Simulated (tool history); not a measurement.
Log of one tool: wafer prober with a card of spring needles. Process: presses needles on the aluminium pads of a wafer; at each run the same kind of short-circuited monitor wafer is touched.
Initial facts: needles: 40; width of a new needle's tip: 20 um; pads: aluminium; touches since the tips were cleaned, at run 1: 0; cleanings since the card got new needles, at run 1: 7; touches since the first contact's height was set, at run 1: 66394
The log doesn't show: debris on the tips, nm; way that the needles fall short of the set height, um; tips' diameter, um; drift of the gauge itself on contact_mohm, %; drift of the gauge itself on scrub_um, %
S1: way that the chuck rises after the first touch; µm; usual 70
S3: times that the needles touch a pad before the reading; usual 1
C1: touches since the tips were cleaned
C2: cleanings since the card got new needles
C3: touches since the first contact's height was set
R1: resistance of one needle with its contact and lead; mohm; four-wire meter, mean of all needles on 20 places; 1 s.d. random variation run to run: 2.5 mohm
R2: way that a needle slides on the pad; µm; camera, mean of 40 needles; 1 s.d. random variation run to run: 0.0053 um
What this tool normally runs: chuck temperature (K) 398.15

{"run": 1, "hour": 0.0, "S1": 70, "chuck temperature (K)": 398.15, "S3": 1, "C1": 0, "C2": 7, "C3": 66394, "R1": 297, "R2": 8.632}
{"run": 2, "hour": 10.7, "S1": 70, "chuck temperature (K)": 398.15, "S3": 1, "C1": 4388, "C2": 7, "C3": 70782, "R1": 313, "R2": 8.634}
{"hour": 21.7, "done": "tips cleaned on abrasive film"}
{"run": 3, "hour": 25.6, "S1": 75, "chuck temperature (K)": 398.15, "S3": 1, "C1": 1564, "C2": 8, "C3": 76791, "R1": 300, "R2": 9.249}
{"run": 4, "hour": 37.9, "S1": 70, "chuck temperature (K)": 398.15, "S3": 1, "C1": 6583, "C2": 8, "C3": 81810, "R1": 320, "R2": 8.637}
{"hour": 42.6, "done": "tips cleaned on abrasive film"}
{"run": 5, "hour": 48.8, "S1": 70, "chuck temperature (K)": 398.15, "S3": 1, "C1": 2516, "C2": 9, "C3": 86226, "R1": 304, "R2": 8.615}
{"run": 6, "hour": 61.6, "S1": 70, "chuck temperature (K)": 398.15, "S3": 1, "C1": 7735, "C2": 9, "C3": 91445, "R1": 322, "R2": 8.618}
{"hour": 64.2, "done": "tips cleaned on abrasive film"}
{"run": 7, "hour": 69.9, "S1": 70, "chuck temperature (K)": 398.15, "S3": 1, "C1": 2328, "C2": 10, "C3": 94808, "R1": 311, "R2": 8.608}
{"run": 8, "hour": 79.7, "S1": 70, "chuck temperature (K)": 306.15, "S3": 1, "C1": 6318, "C2": 10, "C3": 98798, "R1": 296, "R2": 8.61}
{"hour": 85.0, "done": "tips cleaned on abrasive film"}
{"hour": 87.6, "done": "height of the first contact set anew"}
{"run": 9, "hour": 93.3, "S1": 70, "chuck temperature (K)": 398.15, "S3": 1, "C1": 3257, "C2": 11, "C3": 2340, "R1": 309, "R2": 8.702}
{"run": 10, "hour": 105.0, "S1": 70, "chuck temperature (K)": 305.15, "S3": 1, "C1": 8048, "C2": 11, "C3": 7131, "R1": 302, "R2": 8.702}
{"hour": 106.8, "done": "tips cleaned on abrasive film"}
{"run": 11, "hour": 113.5, "S1": 84, "chuck temperature (K)": 398.15, "S3": 1, "C1": 2753, "C2": 12, "C3": 10546, "R1": 310, "R2": 10.421}
{"run": 12, "hour": 122.7, "S1": 70, "chuck temperature (K)": 304.15, "S3": 1, "C1": 6520, "C2": 12, "C3": 14313, "R1": 301, "R2": 8.685}
{"hour": 127.6, "done": "tips cleaned on abrasive film"}
{"run": 13, "hour": 135.8, "S1": 70, "chuck temperature (K)": 304.15, "S3": 1, "C1": 3354, "C2": 13, "C3": 19614, "R1": 290, "R2": 8.676}
{"hour": 148.3, "done": "tips cleaned on abrasive film"}
{"run": 14, "hour": 148.3, "S1": 70, "chuck temperature (K)": 398.15, "S3": 1, "C1": 0, "C2": 14, "C3": 24687, "R1": 291, "R2": 8.666}
{"run": 15, "hour": 160.6, "S1": 80, "chuck temperature (K)": 303.15, "S3": 1, "C1": 5012, "C2": 14, "C3": 29699, "R1": 289, "R2": 9.922}
{"run": 16, "hour": 168.5, "S1": 61, "chuck temperature (K)": 303.15, "S3": 3, "C1": 8243, "C2": 14, "C3": 32930, "R1": 280, "R2": 7.553}
{"hour": 169.4, "done": "tips cleaned on abrasive film"}
{"run": 17, "hour": 183.2, "S1": 66, "chuck temperature (K)": 388.15, "S3": 2, "C1": 5604, "C2": 15, "C3": 38863, "R1": 304, "R2": 8.166}
{"hour": 190.3, "done": "tips cleaned on abrasive film"}
{"run": 18, "hour": 198.7, "S1": 55, "chuck temperature (K)": 388.15, "S3": 2, "C1": 3426, "C2": 16, "C3": 45157, "R1": 310, "R2": 6.785}
{"hour": 212.1, "done": "tips cleaned on abrasive film"}
{"run": 19, "hour": 214.1, "S1": 66, "chuck temperature (K)": 305.15, "S3": 2, "C1": 821, "C2": 17, "C3": 51428, "R1": 273, "R2": 8.159}
{"run": 20, "hour": 231.0, "S1": 66, "chuck temperature (K)": 305.15, "S3": 2, "C1": 7698, "C2": 17, "C3": 58305, "R1": 289, "R2": 8.136}

Run 21, settings as shown, results not yet in. Your forecast:
{"hour": 233.2, "done": "tips cleaned on abrasive film"}
{"run": 21, "hour": 243.5, "S1": 66, "chuck temperature (K)": 305.15, "S3": 2, "C1": 4212, "C2": 18, "C3": 63369, "R1": "?", "R2": "?"}

{"run 21": {"R1": 282, "R2": 8.136}}
Were there no unlogged condition in the tool, this run, its random variation unchanged, would have produced R1 262 mohm, R2 8.195 µm.
